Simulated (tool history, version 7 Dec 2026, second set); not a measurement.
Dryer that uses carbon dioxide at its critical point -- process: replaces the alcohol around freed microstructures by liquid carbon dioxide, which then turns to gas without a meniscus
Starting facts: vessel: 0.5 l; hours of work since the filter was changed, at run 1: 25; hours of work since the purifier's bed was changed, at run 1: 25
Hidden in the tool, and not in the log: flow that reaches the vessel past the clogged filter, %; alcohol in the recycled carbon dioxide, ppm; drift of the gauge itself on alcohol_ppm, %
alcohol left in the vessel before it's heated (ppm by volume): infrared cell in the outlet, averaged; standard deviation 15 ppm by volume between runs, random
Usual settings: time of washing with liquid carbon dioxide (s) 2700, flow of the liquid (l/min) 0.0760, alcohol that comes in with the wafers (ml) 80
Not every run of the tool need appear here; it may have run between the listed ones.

run	hour	time of washing with liquid carbon dioxide (s)	flow of the liquid (l/min)	alcohol that comes in with the wafers (ml)	hours of work since the filter was changed	hours of work since the purifier's bed was changed	alcohol left in the vessel before it's heated (ppm by volume)
1	0.0	2700	0.0760	80	25	25	1047
2	39.8	2700	0.0760	80	55	55	1153
3	85.6	2940	0.0760	80	91	91	801
4	125.8	2220	0.0760	80	122	122	3076
5	188.6	2220	0.0760	80	170	170	3368
# hour 242.8: inlet filter changed
6	245.0	2700	0.0760	80	2	213	1102
7	282.3	2700	0.0760	80	31	242	1145
8	319.5	2700	0.0760	114	59	271	1642
9	348.2	3240	0.0760	114	81	293	720
10	376.9	2700	0.0760	80	104	315	1305
11	422.0	2700	0.0760	80	138	350	1392
12	477.2	2700	0.0760	80	181	393	1563
# hour 518.5: inlet filter changed
13	536.8	2700	0.0760	80	14	438	1211
14	592.0	2580	0.0760	80	57	481	1604
15	655.3	2580	0.0760	80	106	530	1761
16	704.8	2580	0.0760	80	144	568	1899
# hour 721.0: purifier's bed changed
17	770.5	2580	0.0760	80	193	38	1783
# hour 793.8: inlet filter changed
18	835.0	2700	0.0760	80	32	87	1082
19	897.5	2700	0.0760	38	80	136	610
20	937.2	2700	0.0760	80	111	166	1291
21	986.9	1980	0.1055	32	149	205	608
22	1047.3	1680	0.0598	50	196	252	9943
# hour 1069.5: inlet filter changed
23	1092.9	1680	0.0598	50	18	286	8081
24	1145.1	1680	0.0598	50	58	326	8486
25	1207.2	2700	0.0878	35	106	374	412
26	1267.6	2700	0.0878	35	153	421	455
27	1321.3	2700	0.0887	60	195	463	704
# hour 1343.8: inlet filter changed
28	1385.3	2340	0.0720	88	32	511	2954
29	1413.7	1680	0.0720	28	54	533	3149
# hour 1476.7: purifier's bed changed
30	1479.8	1680	0.0720	28	103	2	3142
31	1529.5	1680	0.0600	81	141	41	14569
32	1557.5	1620	0.1024	29	163	62	1355
# hour 1619.1: inlet filter changed
33	1623.2	1620	0.1024	29	3	113	1031
34	1686.2	3120	0.0478	80	52	161	3924
35	1716.3	2220	0.0731	60	75	185	2410
36	1753.9	2220	0.0731	60	104	214	2554
37	1808.9	2520	0.0731	46	147	256	1338
38	1871.1	2520	0.0731	46	195	304	1458
# hour 1892.9: inlet filter changed
39	1928.6	2700	0.0760	77	28	348	1153
40	1989.7	1740	0.0942	52	75	395	2324

Below are 3 alternative next runs, each starting from the tool's condition after run 40. Predict each:
A	2016.0	1740	0.1249	52	95	415	?
B	2016.0	1920	0.0617	37	95	415	?
C	2016.0	2340	0.0942	46	95	415	?

run	alcohol left in the vessel before it's heated (ppm by volume)
A	856
B	4519
C	677
Had the tool no hidden state, the same runs would have come out as:
run	alcohol left in the vessel before it's heated (ppm by volume)
A	547
B	3818
C	403
